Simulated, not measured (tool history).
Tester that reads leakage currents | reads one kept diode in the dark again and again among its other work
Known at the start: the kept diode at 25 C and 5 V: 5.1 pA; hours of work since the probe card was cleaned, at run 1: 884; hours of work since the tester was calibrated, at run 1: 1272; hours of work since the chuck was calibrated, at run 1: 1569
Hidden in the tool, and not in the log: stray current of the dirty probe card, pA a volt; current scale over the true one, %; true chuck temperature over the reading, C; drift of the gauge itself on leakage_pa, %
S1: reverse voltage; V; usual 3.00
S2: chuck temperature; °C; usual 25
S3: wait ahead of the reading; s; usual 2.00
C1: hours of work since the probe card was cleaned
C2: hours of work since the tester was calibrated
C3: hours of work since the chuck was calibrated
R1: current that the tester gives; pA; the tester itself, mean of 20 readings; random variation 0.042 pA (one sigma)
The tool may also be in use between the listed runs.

run 1 hour=0.0 | S1=3.00 S2=25 S3=2.00 | C1=884 C2=1272 C3=1569 | R1=4.44
run 2 hour=32.8 | S1=3.00 S2=27 S3=2.00 | C1=910 C2=1297 C3=1594 | R1=5.09
run 3 hour=77.4 | S1=3.00 S2=31 S3=2.00 | C1=944 C2=1331 C3=1628 | R1=6.82
run 4 hour=107.7 | S1=3.00 S2=25 S3=1.78 | C1=967 C2=1355 C3=1651 | R1=4.40
run 5 hour=137.6 | S1=3.00 S2=25 S3=1.78 | C1=990 C2=1377 C3=1674 | R1=4.44
run 6 hour=194.1 | S1=4.01 S2=25 S3=1.78 | C1=1033 C2=1421 C3=1717 | R1=5.30
run 7 hour=227.9 | S1=4.01 S2=25 S3=1.78 | C1=1059 C2=1447 C3=1743 | R1=5.36
run 8 hour=279.2 | S1=16.56 S2=36 S3=8.58 | C1=1098 C2=1486 C3=1783 | R1=24.91
run 9 hour=324.5 | S1=16.56 S2=37 S3=1.03 | C1=1133 C2=1521 C3=1817 | R1=28.54
run 10 hour=355.2 | S1=16.56 S2=37 S3=1.03 | C1=1157 C2=1544 C3=1841 | R1=28.48
run 11 hour=385.1 | S1=16.56 S2=37 S3=1.03 | C1=1179 C2=1567 C3=1864 | R1=28.56

Forecast each of these 4 alternatives for the next run:
run A hour=437.6 | S1=1.49 S2=33 S3=3.38 | C1=1220 C2=1607 C3=1904 | R1=?
run B hour=437.6 | S1=1.26 S2=25 S3=2.00 | C1=1220 C2=1607 C3=1904 | R1=?
run C hour=437.6 | S1=16.56 S2=29 S3=1.03 | C1=1220 C2=1607 C3=1904 | R1=?
run D hour=437.6 | S1=3.00 S2=26 S3=2.00 | C1=1220 C2=1607 C3=1904 | R1=?

run=A R1=5.43
run=B R1=2.66
run=C R1=18.12
run=D R1=4.80
Without the tool's hidden state the same runs would have given:
run=A R1=5.64
run=B R1=2.62
run=C R1=15.07
run=D R1=4.48
